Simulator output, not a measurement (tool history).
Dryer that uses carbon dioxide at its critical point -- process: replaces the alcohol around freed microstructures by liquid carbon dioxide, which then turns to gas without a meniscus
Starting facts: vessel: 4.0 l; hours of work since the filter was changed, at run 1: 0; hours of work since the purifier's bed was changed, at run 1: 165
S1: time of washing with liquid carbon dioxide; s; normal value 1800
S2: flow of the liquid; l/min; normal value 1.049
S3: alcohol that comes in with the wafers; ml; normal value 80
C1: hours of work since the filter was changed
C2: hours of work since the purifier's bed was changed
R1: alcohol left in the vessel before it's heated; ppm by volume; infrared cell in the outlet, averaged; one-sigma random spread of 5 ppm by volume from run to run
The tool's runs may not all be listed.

| run | hour | S1 | S2 | S3 | C1 | C2 | R1 |
|---|---|---|---|---|---|---|---|
| 1 | 0.0 | 1800 | 1.049 | 80 | 0 | 165 | 55 |
| 2 | 14.6 | 1620 | 1.049 | 80 | 5 | 170 | 66 |
| 3 | 22.3 | 1620 | 1.049 | 80 | 8 | 173 | 86 |
| 4 | 31.8 | 1620 | 1.049 | 80 | 11 | 176 | 85 |
| 5 | 46.5 | 1620 | 1.049 | 80 | 16 | 181 | 85 |
| 6 | 61.6 | 1620 | 1.049 | 80 | 21 | 186 | 81 |
| 7 | 69.0 | 1620 | 1.049 | 80 | 23 | 189 | 84 |
| 8 | 83.8 | 1800 | 1.049 | 80 | 28 | 194 | 62 |
| 9 | 93.7 | 1800 | 1.049 | 80 | 32 | 197 | 70 |
| 10 | 106.4 | 1800 | 1.049 | 80 | 36 | 201 | 64 |
| 11 | 115.0 | 1800 | 1.049 | 80 | 39 | 204 | 66 |
| 12 | 128.4 | 1140 | 1.049 | 80 | 43 | 209 | 318 |
| 13 | 138.0 | 1140 | 1.049 | 80 | 47 | 212 | 319 |
| 14 | 145.4 | 1800 | 1.049 | 23 | 49 | 214 | 54 |
| 15 | 159.8 | 1800 | 1.049 | 23 | 54 | 219 | 57 |
| 16 | 172.7 | 1800 | 1.049 | 23 | 58 | 224 | 65 |
| 17 | 186.2 | 1980 | 1.049 | 73 | 63 | 228 | 70 |
| 18 | 198.1 | 1980 | 1.049 | 73 | 67 | 232 | 66 |
| 19 | 213.5 | 1140 | 0.920 | 39 | 72 | 237 | 297 |
| 20 | 222.4 | 1140 | 0.920 | 39 | 75 | 240 | 311 |
| 21 | 231.0 | 1140 | 0.920 | 39 | 78 | 243 | 292 |
| 22 | 243.1 | 1140 | 0.920 | 39 | 82 | 247 | 304 |
| 23 | 257.3 | 1140 | 0.920 | 39 | 87 | 252 | 317 |
| 24 | 264.5 | 1140 | 0.920 | 39 | 89 | 255 | 315 |
| 25 | 276.4 | 1140 | 0.920 | 39 | 93 | 259 | 305 |
| 26 | 289.7 | 1260 | 0.670 | 115 | 98 | 263 | 1646 |
| 27 | 304.8 | 1260 | 0.670 | 115 | 103 | 268 | 1669 |
| 28 | 316.5 | 1260 | 0.670 | 103 | 107 | 272 | 1592 |

Each row is a separate what-if for the run after 28, all from the same tool condition, not one after another. Results?
| A | 327.5 | 2580 | 0.670 | 40 | 110 | 276 | ? |
| B | 327.5 | 1260 | 0.670 | 69 | 110 | 276 | ? |
| C | 327.5 | 1200 | 1.170 | 55 | 110 | 276 | ? |

| run | R1 |
|---|---|
| A | 93 |
| B | 1052 |
| C | 173 |
With the hidden condition removed and each run's random variation left untouched, the same runs would have given:
| run | R1 |
|---|---|
| A | 23 |
| B | 746 |
| C | 73 |
